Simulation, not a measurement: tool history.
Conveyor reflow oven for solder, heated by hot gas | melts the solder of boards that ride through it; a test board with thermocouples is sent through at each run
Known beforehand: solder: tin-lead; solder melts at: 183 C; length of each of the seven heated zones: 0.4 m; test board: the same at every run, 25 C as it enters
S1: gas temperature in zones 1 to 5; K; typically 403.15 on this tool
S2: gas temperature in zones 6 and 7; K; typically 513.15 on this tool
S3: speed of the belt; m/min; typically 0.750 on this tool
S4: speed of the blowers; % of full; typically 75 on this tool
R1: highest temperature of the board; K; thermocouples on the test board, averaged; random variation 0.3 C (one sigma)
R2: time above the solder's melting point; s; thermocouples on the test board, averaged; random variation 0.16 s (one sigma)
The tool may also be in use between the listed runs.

run,day,S1,S2,S3,S4,R1,R2
1,0.000,403.15,513.15,0.750,75,493.05,47.7
2,0.733,403.15,513.15,0.750,75,493.95,47.7
3,1.379,403.15,513.15,0.750,75,493.45,47.8
4,2.296,403.15,513.15,0.750,75,493.45,47.2
5,3.121,403.15,513.15,0.679,75,496.05,55.3
6,4.483,403.15,513.15,0.679,75,496.45,55.1
7,5.646,403.15,513.15,0.605,75,500.35,64.7
8,6.508,403.15,513.15,0.631,75,498.55,61.1
9,7.088,403.15,513.15,0.631,75,498.45,61.1
10,7.679,403.15,507.15,0.687,51,485.55,45.8
11,8.246,415.15,502.15,0.643,51,485.55,54.0

Predict the results of run 12:
12,9.200,415.15,502.15,0.643,51,?,?

{"run 12": {"R1": 485.55, "R2": 53.7}}
With no hidden state in the tool, this same run would have given R1 488.55 K, R2 56.3 s.
